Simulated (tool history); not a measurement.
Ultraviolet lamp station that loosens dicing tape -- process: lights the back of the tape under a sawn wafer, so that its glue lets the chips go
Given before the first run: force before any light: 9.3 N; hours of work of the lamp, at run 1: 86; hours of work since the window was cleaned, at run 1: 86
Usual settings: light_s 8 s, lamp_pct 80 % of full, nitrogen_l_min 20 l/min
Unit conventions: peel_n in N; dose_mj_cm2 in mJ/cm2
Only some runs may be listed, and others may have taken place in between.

run     day  light_s  lamp_pct  nitrogen_l_min  hours of work of the lamp  hours of work since the window was cleaned  peel_n  dose_mj_cm2
  1   0.000        8        80              20                         86                                          86   1.174          224
  2   1.046        8        80              38                        103                                         103   0.774          222
  3   2.071        8        80               8                        119                                         119   1.950          221
  4   3.354        8        71               8                        140                                         140   2.388          197
  5   5.125        8        71               8                        169                                         169   2.397          196
  6   6.442        8        80              20                        191                                         191   1.174          219
      7.379  -- window cleaned of glue's vapour
  7   7.600        5        80              20                        209                                           4   2.358          136
  8   9.254        8        80              23                        236                                          31   1.085          226
  9  10.575        8        80              23                        258                                          52   1.026          225
 10  11.379        8        80              23                        271                                          65   1.119          221
 11  13.267        8        80              20                        302                                          96   1.163          224
 12  15.033        8        80              20                        331                                         125   1.104          222
 13  16.788        8        64              24                        359                                         154   1.544          178
 14  18.242       13        64              28                        383                                         177   0.565          288
 15  19.050       15        95              13                        396                                         190   0.339          494
     20.000  -- window cleaned of glue's vapour
 16  20.267       15        95              13                        416                                           4   0.347          498
 17  21.958        4        95              13                        443                                          32   3.212          132
 18  23.475        8        99              13                        468                                          57   1.049          271
 19  24.379       15        70              13                        483                                          71   0.604          364
 20  26.162        8        79              12                        512                                         101   1.684          220
 21  27.862        8        79              12                        539                                         128   1.657          218
 22  28.888        8        93              11                        556                                         145   1.345          255
 23  30.746       13        90              15                        587                                         175   0.450          404

Hidden state at the last listed run before each entry between runs and at the first one after, where it differs:
Between runs 6 and 7: window cleaned of glue's vapour (day 7.379)
  light that the window lets through, % of a clean one's: 99.8 -> 100
Between runs 15 and 16: window cleaned of glue's vapour (day 20.000)
  light that the window lets through, % of a clean one's: 99.8 -> 100
